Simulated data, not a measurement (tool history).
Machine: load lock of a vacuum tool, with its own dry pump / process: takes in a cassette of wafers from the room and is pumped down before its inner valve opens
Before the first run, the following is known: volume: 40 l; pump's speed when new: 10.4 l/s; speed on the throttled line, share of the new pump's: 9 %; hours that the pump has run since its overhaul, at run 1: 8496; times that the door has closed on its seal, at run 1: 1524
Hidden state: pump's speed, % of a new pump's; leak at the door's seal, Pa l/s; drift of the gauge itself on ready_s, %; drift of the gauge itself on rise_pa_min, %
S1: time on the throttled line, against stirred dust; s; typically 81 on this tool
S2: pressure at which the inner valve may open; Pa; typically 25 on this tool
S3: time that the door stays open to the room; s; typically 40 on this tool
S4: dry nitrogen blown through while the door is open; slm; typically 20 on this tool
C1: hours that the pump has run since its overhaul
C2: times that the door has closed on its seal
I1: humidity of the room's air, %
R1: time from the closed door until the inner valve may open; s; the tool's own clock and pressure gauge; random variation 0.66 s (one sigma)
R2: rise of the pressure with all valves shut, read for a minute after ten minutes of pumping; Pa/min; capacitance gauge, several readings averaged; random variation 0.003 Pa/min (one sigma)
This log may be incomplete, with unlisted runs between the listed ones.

Run 1, hour 0.0: usual settings; C1 8496; C2 1524; I1 43.5. Result: R1 110.0 s, R2 0.033 Pa/min.
Run 2, hour 179.4: usual settings; C1 8675; C2 1724; I1 46.2. Result: R1 108.2 s, R2 0.031 Pa/min.
Run 3, hour 296.9: usual settings; C1 8793; C2 1855; I1 45.7. Result: R1 107.7 s, R2 0.035 Pa/min.
Run 4, hour 444.5: usual settings; C1 8940; C2 2020; I1 44.6. Result: R1 108.1 s, R2 0.039 Pa/min.
Run 5, hour 652.9: usual settings; C1 9149; C2 2252; I1 43.4. Result: R1 107.5 s, R2 0.032 Pa/min.
Run 6, hour 820.2: usual settings but S1 137 s; C1 9316; C2 2439; I1 47.7. Result: R1 159.3 s, R2 0.040 Pa/min.
Run 7, hour 922.5: usual settings but S1 137 s; C1 9418; C2 2553; I1 44.5. Result: R1 159.2 s, R2 0.033 Pa/min.
Run 8, hour 1064.8: usual settings but S1 137 s; C1 9561; C2 2712; I1 44.3. Result: R1 158.1 s, R2 0.037 Pa/min.
Run 9, hour 1181.0: usual settings but S1 137 s, S3 113 s; C1 9677; C2 2842; I1 44.7. Result: R1 160.6 s, R2 0.056 Pa/min.
Run 10, hour 1273.7: usual settings but S1 63 s, S2 40 Pa, S3 113 s; C1 9770; C2 2945; I1 44.4. Result: R1 90.0 s, R2 0.062 Pa/min.
Run 11, hour 1386.6: usual settings but S3 230 s, S4 5 slm; C1 9883; C2 3071; I1 45.7. Result: R1 108.8 s, R2 0.095 Pa/min.
Run 12, hour 1504.9: usual settings but S1 78 s, S3 164 s, S4 17 slm; C1 10001; C2 3203; I1 45.4. Result: R1 106.9 s, R2 0.064 Pa/min.
Run 13, hour 1712.1: usual settings but S1 78 s, S3 164 s, S4 17 slm; C1 10208; C2 3434; I1 41.9. Result: R1 106.5 s, R2 0.070 Pa/min.
Run 14, hour 1860.8: usual settings but S1 45 s, S3 28 s, S4 40 slm; C1 10357; C2 3600; I1 42.5. Result: R1 77.1 s, R2 0.033 Pa/min.
Run 15, hour 2008.1: usual settings but S1 55 s, S2 23 Pa, S3 32 s, S4 15 slm; C1 10504; C2 3764; I1 44.8. Result: R1 86.4 s, R2 0.044 Pa/min.

What if the next run were any one of these 3? Each begins from the tool's condition after run 15:
Run A, hour 2140.5: usual settings but S3 130 s; C1 10636; C2 3912; I1 43.0. Result: R1 ?, R2 ?.
Run B, hour 2140.5: usual settings but S1 58 s, S2 23 Pa, S3 37 s, S4 16 slm; C1 10636; C2 3912; I1 45.5. Result: R1 ?, R2 ?.
Run C, hour 2140.5: usual settings but S3 32 s; C1 10636; C2 3912; I1 45.9. Result: R1 ?, R2 ?.

run     R1     R2
  A  108.4  0.068
  B   88.9  0.046
  C  109.6  0.040
With the hidden condition removed and each run's random variation left untouched, the same runs would have given:
run     R1     R2
  A  105.3  0.051
  B   85.5  0.030
  C  106.5  0.024
